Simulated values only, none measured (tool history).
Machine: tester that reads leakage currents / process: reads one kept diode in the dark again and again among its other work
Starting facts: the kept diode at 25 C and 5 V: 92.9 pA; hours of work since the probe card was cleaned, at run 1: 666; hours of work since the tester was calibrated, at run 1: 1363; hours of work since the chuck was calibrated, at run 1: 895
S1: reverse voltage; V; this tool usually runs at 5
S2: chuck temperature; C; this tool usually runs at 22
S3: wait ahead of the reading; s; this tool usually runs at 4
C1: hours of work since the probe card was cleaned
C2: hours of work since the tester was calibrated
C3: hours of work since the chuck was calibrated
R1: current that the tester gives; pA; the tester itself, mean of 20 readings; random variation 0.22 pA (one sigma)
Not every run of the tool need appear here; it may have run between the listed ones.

run,hour,S1,S2,S3,C1,C2,C3,R1
1,0,5,22,4,666,1363,895,72.12
2,33.9,5,22,4,692,1389,921,72.05
3,77.2,5,22,4,725,1423,954,71.95
4,116.6,5,22,4,756,1453,985,72.27
5,155.7,5,22,4,786,1483,1015,72.25
6,189,5,22,4,812,1509,1041,72.38
7,224.3,5,22,4,839,1536,1068,72.39
8,246.2,5,27,4,856,1553,1085,110.1
9,267.3,5,27,4,872,1570,1101,109.79
10,294.4,5,27,4,893,1590,1122,109.92
11,329.3,5,27,4,920,1617,1149,110.74
12,362.4,5,22,5.67,946,1643,1175,72.41
# hour 369.4: probe card cleaned and baked
13,392.2,5,22,0.97,18,1664,1196,75.02
14,425.6,5,22,4,43,1690,1221,74.47
15,463.5,5,22,4,73,1719,1251,74.3
# hour 497.1: probe card cleaned and baked, once more
16,499.6,5,22,4,2,1744,1276,69.84
17,535,5,41,4,29,1772,1304,335.31
18,577.8,5,41,4,62,1805,1337,334.71
19,612.7,5,22,4,89,1832,1364,69.95
20,643.2,5,22,4,113,1855,1387,69.84
21,662.7,10.21,25,0.49,128,1871,1402,134.01
# hour 702.1: chuck's temperature calibrated
22,702.1,5,25,0.78,157,1899,0,94.6
23,732.5,14.16,25,0.78,180,1923,23,164.47
24,765.4,5,22,4,206,1948,49,72.39
25,792.8,2.37,52,0.41,227,1970,70,536.32
26,829,1.46,58,0.6,255,1998,98,640.71
27,860.4,1.46,58,0.6,279,2022,122,639.05
28,898.3,1.46,58,0.6,309,2051,152,637.58
29,939.5,1.46,58,0.6,340,2083,184,637.68
30,978.2,5,44,2.16,370,2113,213,433.91
31,1012.2,8.44,22,0.78,397,2139,240,97.13
32,1032.3,9.93,22,4,412,2155,255,104.46
33,1056.3,9.93,22,4,431,2173,274,103.91
34,1078.9,5,40,0.72,448,2191,291,318.56
35,1113.4,5,40,0.72,475,2217,318,318.94
36,1132.5,5,40,0.72,490,2232,333,319.55
37,1156.2,2.09,22,0.36,508,2251,351,46.92
38,1197.6,5,22,0.9,540,2283,383,73.07
39,1228.1,5,59,0.32,564,2306,407,1287.08

Some steps in R1, run to run, broken into two amounts with sign: the step expected even without the hidden condition (settings, incoming material, random variation), and the rest, left for the hidden condition together with whatever gauge scatter is not in both the measured and the hidden-condition-free result:
The tool's hidden condition here consists of: stray current of the dirty probe card, pA a volt; current scale over the true one, %; true chuck temperature over the reading, C; drift of the gauge itself on leakage_pa, %.
Run 16 -> 17: S2 22 -> 41. R1 +265.47 pA: hidden state -6.68, all else +272.15.
Run 18 -> 19: S2 41 -> 22. R1 -264.76 pA: hidden state +6.9, all else -271.66.
Run 24 -> 25: S1 5 -> 2.37, S2 22 -> 52, S3 4 -> 0.41. R1 +463.93 pA: hidden state +0.81, all else +463.12.
Run 30 -> 31: S1 5 -> 8.44, S2 44 -> 22, S3 2.16 -> 0.78. R1 -336.78 pA: hidden state +1.13, all else -337.91.
Run 38 -> 39: S2 22 -> 59, S3 0.9 -> 0.32. R1 +1214.01 pA: hidden state -4.88, all else +1218.89.
